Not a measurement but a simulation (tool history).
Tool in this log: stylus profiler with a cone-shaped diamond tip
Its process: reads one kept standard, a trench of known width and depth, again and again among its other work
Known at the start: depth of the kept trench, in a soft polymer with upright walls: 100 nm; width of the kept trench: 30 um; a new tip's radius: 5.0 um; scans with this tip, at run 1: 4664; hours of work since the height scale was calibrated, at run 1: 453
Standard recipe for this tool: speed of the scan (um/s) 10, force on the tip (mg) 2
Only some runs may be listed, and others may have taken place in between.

run,day,speed of the scan (um/s),force on the tip (mg),scans with this tip,hours of work since the height scale was calibrated,depth of the trench (angstrom),width of the trench's floor (um)
1,0,10,2,4664,453,1003.8,27.88
2,0.45,10,2,4733,459,1004.1,27.94
3,1.1,10,2,4833,469,1003.9,27.89
4,1.988,10,2.76,4969,482,1005.1,27.89
5,2.708,17,2,5080,493,1004.1,27.91
6,3.217,17,2,5159,501,1003.7,27.82
7,4.021,19,2,5282,513,1003.8,27.8
8,4.438,37,2,5347,519,1003.6,27.82
9,5.4,10,2,5495,533,1004,27.87
10,5.933,10,0.74,5577,541,1001.5,27.85
11,6.633,12,2,5685,552,1003.8,27.81
12,7.579,12,2,5830,566,1004,27.87
13,8.196,12,2,5925,575,1003.9,27.82
14,9.071,3,2,6060,588,1004.1,27.93
15,10.083,3,2,6216,603,1003.8,27.91
16,10.962,10,2,6351,617,1003.8,27.87
17,11.483,24,2,6431,624,1003.3,27.78
18,12.275,10,2,6553,636,1004.1,27.85
19,12.867,10,2,6644,645,1003.5,27.83
# day 12.933: height scale calibrated on a step standard
20,13.742,10,4.46,6775,12,1005.9,27.92
21,14.696,5,1.66,6923,26,1001.8,27.89
22,15.462,10,2,7040,38,1002.4,27.81
23,16.35,10,2,7177,51,1002.3,27.87
24,16.975,2,3,7274,60,1004.5,27.89
# day 17.942: height scale calibrated on a step standard, once more
25,17.962,2,3,7422,0,1006.9,27.85
26,18.646,2,3,7527,11,1006.9,27.94
27,19.196,2,3,7612,19,1007.3,27.89
28,19.804,37,3,7705,28,1007.2,27.69
29,20.492,9,4.56,7811,38,1009.2,27.87
30,20.983,2,3.64,7887,45,1008.2,27.91
31,21.771,20,2.36,8008,57,1005.7,27.79
32,22.592,27,2.74,8135,69,1006.5,27.7
33,23,13,2.74,8198,76,1006.4,27.84
34,23.721,9,5.92,8309,86,1010.9,27.84
35,24.2,9,5.92,8382,94,1010.6,27.87
36,25.117,10,3.78,8523,107,1008,27.83
37,25.875,10,3.78,8640,119,1008.1,27.82
38,26.779,10,2.81,8779,132,1006.4,27.87
39,27.246,3,5.16,8851,139,1009.6,27.88
40,27.708,6,1.97,8923,146,1004.9,27.79

Predict each of these 5 candidate next runs independently; none follows another, all start after run 40:
A,28.417,3,2.19,9032,157,?,?
B,28.417,26,2.91,9032,157,?,?
C,28.417,2,1.63,9032,157,?,?
D,28.417,5,1.6,9032,157,?,?
E,28.417,13,1.25,9032,157,?,?

run,depth of the trench (angstrom),width of the trench's floor (um)
A,1005.6,27.83
B,1006.1,27.72
C,1004.3,27.84
D,1004,27.83
E,1003.5,27.77
What these runs would have given with no unlogged condition in the tool:
run,depth of the trench (angstrom),width of the trench's floor (um)
A,1005.9,27.97
B,1006.4,27.86
C,1004.7,27.98
D,1004.4,27.97
E,1003.8,27.91
